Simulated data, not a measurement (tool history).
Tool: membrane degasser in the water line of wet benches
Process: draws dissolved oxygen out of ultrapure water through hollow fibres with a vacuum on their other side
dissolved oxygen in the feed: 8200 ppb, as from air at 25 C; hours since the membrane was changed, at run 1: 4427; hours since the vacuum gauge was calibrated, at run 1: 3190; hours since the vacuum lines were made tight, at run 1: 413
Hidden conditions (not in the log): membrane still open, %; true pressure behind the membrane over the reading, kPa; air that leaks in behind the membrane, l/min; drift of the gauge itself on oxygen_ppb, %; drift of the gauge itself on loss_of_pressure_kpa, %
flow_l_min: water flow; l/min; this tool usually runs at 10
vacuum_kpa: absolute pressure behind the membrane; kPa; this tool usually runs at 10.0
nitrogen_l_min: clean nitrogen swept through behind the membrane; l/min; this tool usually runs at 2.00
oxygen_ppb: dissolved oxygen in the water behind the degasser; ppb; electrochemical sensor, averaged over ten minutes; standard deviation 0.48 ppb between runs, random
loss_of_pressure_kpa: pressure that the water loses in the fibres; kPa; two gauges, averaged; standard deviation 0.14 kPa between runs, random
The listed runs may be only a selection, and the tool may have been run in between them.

run	hour	flow_l_min	vacuum_kpa	nitrogen_l_min	hours since the membrane was changed	hours since the vacuum gauge was calibrated	hours since the vacuum lines were made tight	oxygen_ppb	loss_of_pressure_kpa
1	0.0	10	10.0	2.00	4427	3190	413	90.2	49.98
2	142.5	7	10.0	2.00	4569	3333	555	60.2	34.92
3	232.3	10	10.0	3.61	4659	3423	645	53.2	50.13
4	385.6	10	10.0	3.61	4812	3576	798	53.4	49.92
5	486.2	10	10.0	3.61	4913	3677	899	53.7	50.13
6	627.0	10	10.0	1.06	5054	3817	1040	159.6	50.15
7	740.4	10	10.0	1.06	5167	3931	1153	159.2	49.93
8	893.1	10	10.0	1.23	5320	4083	1306	139.2	50.31
9	1048.8	10	10.0	1.23	5475	4239	1461	139.9	50.17
10	1196.6	10	10.0	1.23	5623	4387	1609	139.9	49.98
11	1340.2	10	10.0	1.23	5767	4531	1753	139.7	50.13
# hour 1353.1: vacuum gauge calibrated
12	1456.8	10	10.0	2.00	5883	104	1869	90.3	50.14
13	1530.2	10	10.0	2.00	5956	177	1942	91.9	50.29
14	1638.8	10	10.0	2.00	6065	286	2051	91.3	50.05
15	1739.2	10	10.0	2.00	6165	386	2151	91.3	50.41
16	1809.4	16	10.0	2.00	6235	456	2222	184.4	80.34

For run 17, what comes out?
17	1931.9	16	19.4	2.90	6358	579	2344	?	?

{"run 17": {"oxygen_ppb": 266.2, "loss_of_pressure_kpa": 80.63}}
Were there no unlogged condition in the tool, this run, its random variation unchanged, would have produced oxygen_ppb 258.5 ppb, loss_of_pressure_kpa 79.26 kPa.
